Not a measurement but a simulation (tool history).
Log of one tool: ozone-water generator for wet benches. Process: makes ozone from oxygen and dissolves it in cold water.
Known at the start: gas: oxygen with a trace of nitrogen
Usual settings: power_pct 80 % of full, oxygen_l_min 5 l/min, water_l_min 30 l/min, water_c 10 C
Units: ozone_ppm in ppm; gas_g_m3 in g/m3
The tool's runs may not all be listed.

{"run": 1, "hour": 0.0, "power_pct": 80, "oxygen_l_min": 5, "water_l_min": 30, "water_c": 10, "ozone_ppm": 18.1, "gas_g_m3": 265.4}
{"hour": 145.3, "done": "contactor cleaned"}
{"run": 2, "hour": 207.8, "power_pct": 80, "oxygen_l_min": 5, "water_l_min": 38, "water_c": 10, "ozone_ppm": 14, "gas_g_m3": 262.6}
{"run": 3, "hour": 336.1, "power_pct": 80, "oxygen_l_min": 5, "water_l_min": 30, "water_c": 10, "ozone_ppm": 17.9, "gas_g_m3": 264.1}
{"run": 4, "hour": 479.0, "power_pct": 80, "oxygen_l_min": 5, "water_l_min": 30, "water_c": 10, "ozone_ppm": 18.1, "gas_g_m3": 262.5}
{"run": 5, "hour": 671.4, "power_pct": 80, "oxygen_l_min": 5, "water_l_min": 30, "water_c": 16, "ozone_ppm": 17, "gas_g_m3": 263.6}
{"run": 6, "hour": 791.0, "power_pct": 80, "oxygen_l_min": 5, "water_l_min": 30, "water_c": 16, "ozone_ppm": 17, "gas_g_m3": 263.6}
{"run": 7, "hour": 986.9, "power_pct": 73, "oxygen_l_min": 5, "water_l_min": 30, "water_c": 10, "ozone_ppm": 17.2, "gas_g_m3": 250.4}
{"run": 8, "hour": 1168.7, "power_pct": 46, "oxygen_l_min": 5, "water_l_min": 30, "water_c": 10, "ozone_ppm": 13.2, "gas_g_m3": 192.9}
{"run": 9, "hour": 1391.3, "power_pct": 63, "oxygen_l_min": 5, "water_l_min": 25, "water_c": 10, "ozone_ppm": 18.7, "gas_g_m3": 229.3}
{"run": 10, "hour": 1499.5, "power_pct": 41, "oxygen_l_min": 4.39, "water_l_min": 28, "water_c": 10, "ozone_ppm": 13.1, "gas_g_m3": 195.7}
{"hour": 1561.2, "done": "water thermometer calibrated"}
{"run": 11, "hour": 1624.8, "power_pct": 41, "oxygen_l_min": 4.39, "water_l_min": 28, "water_c": 10, "ozone_ppm": 13, "gas_g_m3": 194.4}
{"run": 12, "hour": 1834.1, "power_pct": 91, "oxygen_l_min": 6.01, "water_l_min": 34, "water_c": 10, "ozone_ppm": 17.4, "gas_g_m3": 256.9}

5 ways to go on from here, each from the tool as it stands after run 12. What would each give?
{"run": "A", "hour": 1981.5, "power_pct": 78, "oxygen_l_min": 6.01, "water_l_min": 34, "water_c": 18, "ozone_ppm": "?", "gas_g_m3": "?"}
{"run": "B", "hour": 1981.5, "power_pct": 76, "oxygen_l_min": 6.01, "water_l_min": 34, "water_c": 10, "ozone_ppm": "?", "gas_g_m3": "?"}
{"run": "C", "hour": 1981.5, "power_pct": 85, "oxygen_l_min": 6.01, "water_l_min": 34, "water_c": 10, "ozone_ppm": "?", "gas_g_m3": "?"}
{"run": "D", "hour": 1981.5, "power_pct": 80, "oxygen_l_min": 5, "water_l_min": 25, "water_c": 10, "ozone_ppm": "?", "gas_g_m3": "?"}
{"run": "E", "hour": 1981.5, "power_pct": 42, "oxygen_l_min": 4.06, "water_l_min": 32, "water_c": 10, "ozone_ppm": "?", "gas_g_m3": "?"}

run=A ozone_ppm=14.8 gas_g_m3=235.7
run=B ozone_ppm=16 gas_g_m3=232.6
run=C ozone_ppm=17.2 gas_g_m3=247.8
run=D ozone_ppm=21.5 gas_g_m3=263.9
run=E ozone_ppm=11.3 gas_g_m3=206.7
Without the tool's hidden state the same runs would have given:
run=A ozone_ppm=14.9 gas_g_m3=236
run=B ozone_ppm=16 gas_g_m3=232.9
run=C ozone_ppm=17.2 gas_g_m3=248.1
run=D ozone_ppm=21.5 gas_g_m3=264.2
run=E ozone_ppm=11.3 gas_g_m3=206.9
